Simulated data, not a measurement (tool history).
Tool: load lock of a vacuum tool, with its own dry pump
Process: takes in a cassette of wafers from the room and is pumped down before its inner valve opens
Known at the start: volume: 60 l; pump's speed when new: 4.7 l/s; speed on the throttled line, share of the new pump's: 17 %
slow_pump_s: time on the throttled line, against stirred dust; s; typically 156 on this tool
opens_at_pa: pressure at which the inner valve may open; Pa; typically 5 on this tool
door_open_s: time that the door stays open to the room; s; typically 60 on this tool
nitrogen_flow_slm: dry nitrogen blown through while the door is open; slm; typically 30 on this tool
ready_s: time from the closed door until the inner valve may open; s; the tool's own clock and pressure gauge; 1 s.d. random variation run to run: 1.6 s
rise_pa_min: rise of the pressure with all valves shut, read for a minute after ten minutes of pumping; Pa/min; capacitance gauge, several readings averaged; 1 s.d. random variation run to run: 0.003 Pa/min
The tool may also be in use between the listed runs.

run,day,slow_pump_s,opens_at_pa,door_open_s,nitrogen_flow_slm,"incoming humidity of the room's air, %",ready_s,rise_pa_min
1,0,156,5,60,30,45.4,269.3,0.414
2,6.788,152,5,60,30,43.9,264.7,0.419
3,14.908,152,5,60,30,47.1,264,0.434
4,26.508,156,5,60,4,46.1,272.2,0.463
5,39.825,156,5,60,30,46,271.1,0.467
6,47.95,91,7,60,9,48.5,210.9,0.491
7,60.362,91,7,31,18,40.9,215.2,0.478
8,71.6,91,7,31,18,45.5,213,0.497
9,77.154,156,10,128,30,43.6,261.4,0.528
10,89.971,156,10,128,30,46.6,256.7,0.546

Predict each of these 4 candidate next runs independently; none follows another, all start after run 10:
A,99.325,156,5,89,44,44.7,?,?
B,99.325,258,10,37,7,43.2,?,?
C,99.325,156,9,60,30,44,?,?
D,99.325,156,9,60,30,44,?,?

run,ready_s,rise_pa_min
A,275.3,0.538
B,342.8,0.552
C,263.8,0.546
D,262.4,0.536
Take away the tool's hidden state, keep each run's random variation, and the runs would have read:
run,ready_s,rise_pa_min
A,258.9,0.03
B,331.1,0.041
C,249,0.031
D,247.7,0.034
